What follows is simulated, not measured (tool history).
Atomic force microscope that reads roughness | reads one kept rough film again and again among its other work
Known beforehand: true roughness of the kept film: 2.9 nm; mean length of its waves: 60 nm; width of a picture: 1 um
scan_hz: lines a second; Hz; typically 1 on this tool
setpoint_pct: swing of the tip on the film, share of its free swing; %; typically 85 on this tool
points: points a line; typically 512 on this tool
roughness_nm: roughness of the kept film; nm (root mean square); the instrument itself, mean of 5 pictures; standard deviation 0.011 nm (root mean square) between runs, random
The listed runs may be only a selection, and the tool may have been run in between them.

Run 1, hour 0: usual settings. Result: roughness_nm 2.546 nm (root mean square).
Run 2, hour 77: usual settings but scan_hz 0.73 Hz. Result: roughness_nm 2.61 nm (root mean square).
Run 3, hour 150.7: usual settings but scan_hz 0.73 Hz. Result: roughness_nm 2.608 nm (root mean square).
Run 4, hour 200.2: usual settings but scan_hz 0.73 Hz. Result: roughness_nm 2.601 nm (root mean square).
Run 5, hour 272.2: usual settings. Result: roughness_nm 2.549 nm (root mean square).
Run 6, hour 350: usual settings but points 408. Result: roughness_nm 2.527 nm (root mean square).
Run 7, hour 397.6: usual settings but points 408. Result: roughness_nm 2.541 nm (root mean square).
Run 8, hour 442.4: usual settings but points 521. Result: roughness_nm 2.543 nm (root mean square).
Run 9, hour 520.5: usual settings. Result: roughness_nm 2.524 nm (root mean square).
Run 10, hour 567.4: usual settings. Result: roughness_nm 2.541 nm (root mean square).
Run 11, hour 628.6: usual settings. Result: roughness_nm 2.548 nm (root mean square).
Run 12, hour 682.5: usual settings. Result: roughness_nm 2.555 nm (root mean square).
Run 13, hour 732.5: usual settings. Result: roughness_nm 2.528 nm (root mean square).
Run 14, hour 806.2: usual settings. Result: roughness_nm 2.582 nm (root mean square).
Run 15, hour 856.5: usual settings but points 288. Result: roughness_nm 2.54 nm (root mean square).
Run 16, hour 897.4: usual settings but points 288. Result: roughness_nm 2.548 nm (root mean square).
Run 17, hour 936.4: usual settings but setpoint_pct 60 %, points 288. Result: roughness_nm 2.754 nm (root mean square).
Run 18, hour 974.5: usual settings. Result: roughness_nm 2.536 nm (root mean square).
Run 19, hour 1056.3: usual settings. Result: roughness_nm 2.535 nm (root mean square).
Run 20, hour 1113.7: usual settings but setpoint_pct 59 %, points 491. Result: roughness_nm 2.785 nm (root mean square).
Run 21, hour 1171.3: usual settings but scan_hz 0.7 Hz, setpoint_pct 69 %, points 491. Result: roughness_nm 2.744 nm (root mean square).
Run 22, hour 1217.1: usual settings but scan_hz 2.24 Hz, setpoint_pct 73 %, points 614. Result: roughness_nm 2.478 nm (root mean square).
Run 23, hour 1250.6: usual settings but scan_hz 2.24 Hz, setpoint_pct 73 %, points 614. Result: roughness_nm 2.489 nm (root mean square).
Run 24, hour 1311.3: usual settings but scan_hz 1.43 Hz, points 506. Result: roughness_nm 2.43 nm (root mean square).
Run 25, hour 1354.3: usual settings but scan_hz 1.43 Hz, points 506. Result: roughness_nm 2.448 nm (root mean square).
Run 26, hour 1390.1: usual settings but scan_hz 1.43 Hz, points 506. Result: roughness_nm 2.446 nm (root mean square).
Run 27, hour 1460.1: usual settings but scan_hz 1.32 Hz, points 271. Result: roughness_nm 2.438 nm (root mean square).
Run 28, hour 1518.8: usual settings but points 836. Result: roughness_nm 2.558 nm (root mean square).
Run 29, hour 1570.4: usual settings but points 836. Result: roughness_nm 2.537 nm (root mean square).
Run 30, hour 1616.2: usual settings but points 836. Result: roughness_nm 2.544 nm (root mean square).
Run 31, hour 1685.7: usual settings but scan_hz 1.55 Hz, setpoint_pct 60 %. Result: roughness_nm 2.741 nm (root mean square).
Run 32, hour 1730.7: usual settings but scan_hz 1.55 Hz, setpoint_pct 60 %. Result: roughness_nm 2.716 nm (root mean square).
Run 33, hour 1799.6: usual settings but scan_hz 1.55 Hz, setpoint_pct 60 %. Result: roughness_nm 2.723 nm (root mean square).
Run 34, hour 1839: usual settings but setpoint_pct 60 %, points 292. Result: roughness_nm 2.735 nm (root mean square).
Run 35, hour 1920.1: usual settings but scan_hz 0.8 Hz, setpoint_pct 80 %, points 812. Result: roughness_nm 2.67 nm (root mean square).

Not shown: 6 entries that the log had between the listed runs. Between which runs, and how does the tool's hidden state differ before and after?
From run 1 to run 2: new tip fitted (hour 49.3)
  radius of the tip, nm: 7.5 -> 7
From run 7 to run 8: new tip fitted (hour 422)
  radius of the tip, nm: 7.5 -> 7; height scale over the true one, %: 0.02 -> 0.03
From run 13 to run 14: new tip fitted (hour 793.9)
  radius of the tip, nm: 7.5 -> 7
From run 20 to run 21: new tip fitted (hour 1165.6)
  radius of the tip, nm: 7.5 -> 7
From run 28 to run 29: new tip fitted (hour 1536.2)
  radius of the tip, nm: 7.5 -> 7
From run 34 to run 35: new tip fitted (hour 1906.7)
  radius of the tip, nm: 7.5 -> 7
